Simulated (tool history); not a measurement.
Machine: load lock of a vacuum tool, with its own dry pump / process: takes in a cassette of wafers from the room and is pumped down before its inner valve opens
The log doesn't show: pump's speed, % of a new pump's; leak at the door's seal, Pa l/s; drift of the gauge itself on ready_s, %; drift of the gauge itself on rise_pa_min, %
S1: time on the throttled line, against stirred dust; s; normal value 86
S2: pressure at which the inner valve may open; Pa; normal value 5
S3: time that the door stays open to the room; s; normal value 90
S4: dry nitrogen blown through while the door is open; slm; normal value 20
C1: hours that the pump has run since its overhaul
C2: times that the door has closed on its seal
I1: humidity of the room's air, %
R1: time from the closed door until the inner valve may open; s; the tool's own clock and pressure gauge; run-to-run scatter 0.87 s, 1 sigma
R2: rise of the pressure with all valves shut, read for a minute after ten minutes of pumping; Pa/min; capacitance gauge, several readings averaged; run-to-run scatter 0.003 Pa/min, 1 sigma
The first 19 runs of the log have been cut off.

run 20 hour=9272.1 | S1=86 S2=5 S3=90 S4=20 | C1=6885 C2=39488 | I1=47.3 | R1=135.7 R2=0.044
run 21 hour=9868.2 | S1=86 S2=5 S3=159 S4=20 | C1=7481 C2=41569 | I1=46.8 | R1=137.8 R2=0.053
-- hour=10481.7 door's seal changed, seat wiped
run 22 hour=10504.4 | S1=54 S2=5 S3=48 S4=20 | C1=8116 C2=79 | I1=50.2 | R1=109.7 R2=0.035
run 23 hour=11163.3 | S1=60 S2=9 S3=114 S4=5 | C1=8775 C2=2380 | I1=43.8 | R1=110 R2=0.071
run 24 hour=11783.2 | S1=60 S2=9 S3=158 S4=5 | C1=9395 C2=4545 | I1=46.4 | R1=108.7 R2=0.087
run 25 hour=12330.6 | S1=70 S2=6 S3=146 S4=14 | C1=9942 C2=6456 | I1=42.4 | R1=121.7 R2=0.057
run 26 hour=12902 | S1=52 S2=9 S3=201 S4=15 | C1=10514 C2=8451 | I1=44.1 | R1=104.2 R2=0.064
run 27 hour=13202.1 | S1=161 S2=9 S3=201 S4=23 | C1=10814 C2=9499 | I1=43 | R1=196.9 R2=0.053
run 28 hour=13881.2 | S1=161 S2=5 S3=97 S4=18 | C1=11493 C2=11871 | I1=44.3 | R1=201.8 R2=0.042
run 29 hour=14463.6 | S1=76 S2=7 S3=26 S4=4 | C1=12075 C2=13904 | I1=43.8 | R1=125 R2=0.034
run 30 hour=14826.5 | S1=172 S2=5 S3=90 S4=20 | C1=12438 C2=15171 | I1=44.2 | R1=214.1 R2=0.044
run 31 hour=15167.5 | S1=172 S2=5 S3=214 S4=33 | C1=12779 C2=16362 | I1=49.6 | R1=213.8 R2=0.048
run 32 hour=15497.1 | S1=166 S2=10 S3=31 S4=13 | C1=13109 C2=17513 | I1=47.8 | R1=202 R2=0.029
run 33 hour=16160.7 | S1=86 S2=5 S3=90 S4=4 | C1=13773 C2=19830 | I1=48.5 | R1=135 R2=0.066
run 34 hour=16519.6 | S1=86 S2=5 S3=90 S4=4 | C1=14131 C2=21083 | I1=46.3 | R1=136.7 R2=0.059
run 35 hour=16936.3 | S1=86 S2=5 S3=90 S4=4 | C1=14548 C2=22538 | I1=47.1 | R1=138 R2=0.057
run 36 hour=17248.9 | S1=86 S2=6 S3=35 S4=20 | C1=14861 C2=23630 | I1=46.4 | R1=135.8 R2=0.026
run 37 hour=17683.1 | S1=86 S2=6 S3=35 S4=20 | C1=15295 C2=25146 | I1=46.3 | R1=135.5 R2=0.025

Below are 4 alternative next runs, each starting from the tool's condition after run 37. Predict each:
run A hour=18116.4 | S1=86 S2=6 S3=35 S4=30 | C1=15728 C2=26659 | I1=44.5 | R1=? R2=?
run B hour=18116.4 | S1=86 S2=7 S3=131 S4=20 | C1=15728 C2=26659 | I1=47.2 | R1=? R2=?
run C hour=18116.4 | S1=172 S2=8 S3=67 S4=20 | C1=15728 C2=26659 | I1=43 | R1=? R2=?
run D hour=18116.4 | S1=86 S2=5 S3=210 S4=24 | C1=15728 C2=26659 | I1=44.7 | R1=? R2=?

run=A R1=135 R2=0.022
run=B R1=134.8 R2=0.053
run=C R1=208.4 R2=0.028
run=D R1=135.1 R2=0.057
Stripped of hidden state, with their random variation kept, the same runs would have yielded:
run=A R1=135 R2=0.021
run=B R1=134.8 R2=0.053
run=C R1=208.4 R2=0.028
run=D R1=135 R2=0.057

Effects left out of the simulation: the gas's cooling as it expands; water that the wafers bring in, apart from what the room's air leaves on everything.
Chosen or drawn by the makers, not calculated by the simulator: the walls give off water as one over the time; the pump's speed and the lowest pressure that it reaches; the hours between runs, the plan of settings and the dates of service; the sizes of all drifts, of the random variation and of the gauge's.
